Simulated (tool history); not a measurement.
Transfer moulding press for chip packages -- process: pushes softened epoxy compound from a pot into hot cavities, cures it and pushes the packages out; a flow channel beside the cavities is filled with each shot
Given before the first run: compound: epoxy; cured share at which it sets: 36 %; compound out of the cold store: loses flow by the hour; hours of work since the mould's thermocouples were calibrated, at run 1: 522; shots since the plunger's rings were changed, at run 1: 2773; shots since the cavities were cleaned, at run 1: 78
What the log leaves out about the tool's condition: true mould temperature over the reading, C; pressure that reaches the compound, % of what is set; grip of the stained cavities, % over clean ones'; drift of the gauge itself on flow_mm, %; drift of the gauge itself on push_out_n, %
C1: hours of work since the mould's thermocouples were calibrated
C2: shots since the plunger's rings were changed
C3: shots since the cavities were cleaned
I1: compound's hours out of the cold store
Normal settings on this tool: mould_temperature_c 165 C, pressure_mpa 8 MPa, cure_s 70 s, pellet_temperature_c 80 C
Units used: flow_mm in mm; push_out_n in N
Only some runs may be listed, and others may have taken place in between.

{"run": 1, "day": 0.0, "mould_temperature_c": 165, "pressure_mpa": 8, "cure_s": 70, "pellet_temperature_c": 80, "C1": 522, "C2": 2773, "C3": 78, "I1": 14.2, "flow_mm": 632, "push_out_n": 259}
{"day": 0.758, "done": "plunger's sealing rings changed"}
{"run": 2, "day": 1.212, "mould_temperature_c": 165, "pressure_mpa": 8, "cure_s": 70, "pellet_temperature_c": 80, "C1": 537, "C2": 156, "C3": 457, "I1": 23.5, "flow_mm": 639, "push_out_n": 347}
{"run": 3, "day": 2.45, "mould_temperature_c": 165, "pressure_mpa": 8, "cure_s": 70, "pellet_temperature_c": 80, "C1": 553, "C2": 578, "C3": 879, "I1": 10.6, "flow_mm": 659, "push_out_n": 402}
{"day": 3.158, "done": "cavities cleaned with cleaning compound and waxed"}
{"run": 4, "day": 4.3, "mould_temperature_c": 165, "pressure_mpa": 8, "cure_s": 70, "pellet_temperature_c": 88, "C1": 577, "C2": 1188, "C3": 389, "I1": 46, "flow_mm": 568, "push_out_n": 332}
{"day": 6.429, "done": "cavities cleaned with cleaning compound and waxed"}
{"run": 5, "day": 6.633, "mould_temperature_c": 165, "pressure_mpa": 8, "cure_s": 70, "pellet_temperature_c": 88, "C1": 608, "C2": 1964, "C3": 70, "I1": 44, "flow_mm": 565, "push_out_n": 244}
{"run": 6, "day": 8.842, "mould_temperature_c": 157, "pressure_mpa": 8.29, "cure_s": 72, "pellet_temperature_c": 71, "C1": 637, "C2": 2718, "C3": 824, "I1": 47.8, "flow_mm": 579, "push_out_n": 594}
{"day": 9.767, "done": "plunger's sealing rings changed"}
{"day": 9.829, "done": "cavities cleaned with cleaning compound and waxed"}
{"run": 7, "day": 10.025, "mould_temperature_c": 157, "pressure_mpa": 8.29, "cure_s": 72, "pellet_temperature_c": 71, "C1": 651, "C2": 66, "C3": 66, "I1": 20.4, "flow_mm": 681, "push_out_n": 425}
{"run": 8, "day": 11.704, "mould_temperature_c": 157, "pressure_mpa": 8.29, "cure_s": 72, "pellet_temperature_c": 77, "C1": 673, "C2": 641, "C3": 641, "I1": 18.9, "flow_mm": 665, "push_out_n": 586}
{"run": 9, "day": 12.838, "mould_temperature_c": 157, "pressure_mpa": 9, "cure_s": 72, "pellet_temperature_c": 77, "C1": 689, "C2": 1028, "C3": 1028, "I1": 19.8, "flow_mm": 688, "push_out_n": 672}
{"day": 13.2, "done": "cavities cleaned with cleaning compound and waxed"}
{"run": 10, "day": 14.679, "mould_temperature_c": 163, "pressure_mpa": 7.49, "cure_s": 59, "pellet_temperature_c": 88, "C1": 712, "C2": 1634, "C3": 504, "I1": 16.4, "flow_mm": 625, "push_out_n": 547}

Alternative continuations, all from the tool just after run 10; predict every row:
{"day": 16.104, "done": "mould's thermocouples calibrated"}
{"run": "A", "day": 16.104, "mould_temperature_c": 163, "pressure_mpa": 9.53, "cure_s": 107, "pellet_temperature_c": 83, "C1": 0, "C2": 2092, "C3": 962, "I1": 44.9, "flow_mm": "?", "push_out_n": "?"}
{"day": 16.104, "done": "mould's thermocouples calibrated"}
{"run": "B", "day": 16.104, "mould_temperature_c": 160, "pressure_mpa": 7.94, "cure_s": 59, "pellet_temperature_c": 88, "C1": 0, "C2": 2092, "C3": 962, "I1": 20.8, "flow_mm": "?", "push_out_n": "?"}
{"day": 16.104, "done": "mould's thermocouples calibrated"}
{"run": "C", "day": 16.104, "mould_temperature_c": 163, "pressure_mpa": 6.59, "cure_s": 72, "pellet_temperature_c": 82, "C1": 0, "C2": 2092, "C3": 962, "I1": 24.8, "flow_mm": "?", "push_out_n": "?"}

run=A flow_mm=614 push_out_n=371
run=B flow_mm=625 push_out_n=836
run=C flow_mm=558 push_out_n=441
The same runs, with their run-to-run variation unchanged, on a tool lacking any hidden condition would have given:
run=A flow_mm=642 push_out_n=207
run=B flow_mm=653 push_out_n=471
run=C flow_mm=583 push_out_n=249

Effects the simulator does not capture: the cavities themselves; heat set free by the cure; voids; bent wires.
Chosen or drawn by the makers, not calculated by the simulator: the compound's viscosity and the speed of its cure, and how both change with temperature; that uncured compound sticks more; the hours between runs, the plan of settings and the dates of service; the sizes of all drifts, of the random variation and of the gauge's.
